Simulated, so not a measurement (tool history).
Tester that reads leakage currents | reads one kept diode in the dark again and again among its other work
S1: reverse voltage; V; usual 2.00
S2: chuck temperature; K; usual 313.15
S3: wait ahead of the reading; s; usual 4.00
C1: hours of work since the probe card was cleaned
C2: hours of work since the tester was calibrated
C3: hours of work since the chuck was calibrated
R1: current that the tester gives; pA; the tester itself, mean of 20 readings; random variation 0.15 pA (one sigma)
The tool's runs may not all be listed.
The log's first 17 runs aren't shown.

{"run": 18, "hour": 732.7, "S1": 2.0, "S2": 313.15, "S3": 4.0, "C1": 1929, "C2": 948, "C3": 572, "R1": 50.15}
{"run": 19, "hour": 765.1, "S1": 2.0, "S2": 294.15, "S3": 4.0, "C1": 1943, "C2": 962, "C3": 586, "R1": 11.85}
{"run": 20, "hour": 798.1, "S1": 2.0, "S2": 332.15, "S3": 4.0, "C1": 1958, "C2": 977, "C3": 600, "R1": 218.79}
{"run": 21, "hour": 840.3, "S1": 6.67, "S2": 313.15, "S3": 7.8, "C1": 1976, "C2": 995, "C3": 619, "R1": 90.43}
{"run": 22, "hour": 873.7, "S1": 5.86, "S2": 326.15, "S3": 7.8, "C1": 1991, "C2": 1010, "C3": 634, "R1": 226.0}
{"run": 23, "hour": 904.8, "S1": 2.69, "S2": 313.15, "S3": 7.15, "C1": 2005, "C2": 1024, "C3": 647, "R1": 57.92}
{"run": 24, "hour": 950.4, "S1": 12.2, "S2": 299.15, "S3": 0.31, "C1": 2025, "C2": 1044, "C3": 667, "R1": 61.87}
{"run": 25, "hour": 990.9, "S1": 12.2, "S2": 299.15, "S3": 0.31, "C1": 2043, "C2": 1062, "C3": 685, "R1": 61.64}
{"hour": 999.7, "done": "probe card cleaned and baked"}
{"run": 26, "hour": 1051.5, "S1": 12.2, "S2": 299.15, "S3": 0.31, "C1": 23, "C2": 1087, "C3": 710, "R1": 64.7}
{"run": 27, "hour": 1080.3, "S1": 12.2, "S2": 305.15, "S3": 9.69, "C1": 35, "C2": 1099, "C3": 723, "R1": 76.6}
{"run": 28, "hour": 1136.2, "S1": 5.95, "S2": 329.15, "S3": 4.91, "C1": 60, "C2": 1124, "C3": 748, "R1": 288.31}
{"run": 29, "hour": 1186.3, "S1": 5.95, "S2": 329.15, "S3": 4.91, "C1": 82, "C2": 1146, "C3": 770, "R1": 286.61}
{"hour": 1242.6, "done": "probe card cleaned and baked, once more"}
{"run": 30, "hour": 1249.7, "S1": 5.95, "S2": 329.15, "S3": 4.91, "C1": 3, "C2": 1173, "C3": 796, "R1": 275.27}
{"run": 31, "hour": 1283.5, "S1": 2.0, "S2": 313.15, "S3": 9.05, "C1": 18, "C2": 1187, "C3": 811, "R1": 46.91}
{"run": 32, "hour": 1341.7, "S1": 2.0, "S2": 313.15, "S3": 9.05, "C1": 44, "C2": 1213, "C3": 837, "R1": 46.68}
{"run": 33, "hour": 1382.6, "S1": 2.0, "S2": 316.15, "S3": 4.41, "C1": 62, "C2": 1231, "C3": 855, "R1": 60.35}
{"run": 34, "hour": 1422.3, "S1": 1.42, "S2": 304.15, "S3": 2.65, "C1": 79, "C2": 1248, "C3": 872, "R1": 18.43}
{"run": 35, "hour": 1458.5, "S1": 1.42, "S2": 304.15, "S3": 2.65, "C1": 95, "C2": 1264, "C3": 888, "R1": 18.43}
{"run": 36, "hour": 1498.1, "S1": 1.42, "S2": 304.15, "S3": 2.65, "C1": 112, "C2": 1282, "C3": 905, "R1": 18.35}
{"run": 37, "hour": 1535.4, "S1": 1.76, "S2": 313.15, "S3": 1.47, "C1": 129, "C2": 1298, "C3": 922, "R1": 44.39}
{"run": 38, "hour": 1566.9, "S1": 1.76, "S2": 305.15, "S3": 0.53, "C1": 143, "C2": 1312, "C3": 936, "R1": 22.95}
{"run": 39, "hour": 1602.4, "S1": 19.85, "S2": 313.15, "S3": 0.39, "C1": 158, "C2": 1328, "C3": 951, "R1": 143.65}
{"run": 40, "hour": 1633.9, "S1": 19.85, "S2": 313.15, "S3": 0.39, "C1": 172, "C2": 1341, "C3": 965, "R1": 143.31}

4 ways to go on from here, each from the tool as it stands after run 40. What would each give?
{"run": "A", "hour": 1697.8, "S1": 19.85, "S2": 308.15, "S3": 0.39, "C1": 200, "C2": 1370, "C3": 993, "R1": "?"}
{"run": "B", "hour": 1697.8, "S1": 1.91, "S2": 294.15, "S3": 1.52, "C1": 200, "C2": 1370, "C3": 993, "R1": "?"}
{"run": "C", "hour": 1697.8, "S1": 1.23, "S2": 301.15, "S3": 0.4, "C1": 200, "C2": 1370, "C3": 993, "R1": "?"}
{"run": "D", "hour": 1697.8, "S1": 1.41, "S2": 297.15, "S3": 4.0, "C1": 200, "C2": 1370, "C3": 993, "R1": "?"}

run=A R1=99.52
run=B R1=8.82
run=C R1=13.88
run=D R1=9.81
Without the tool's hidden state the same runs would have given:
run=A R1=98.65
run=B R1=8.75
run=C R1=14.09
run=D R1=9.87
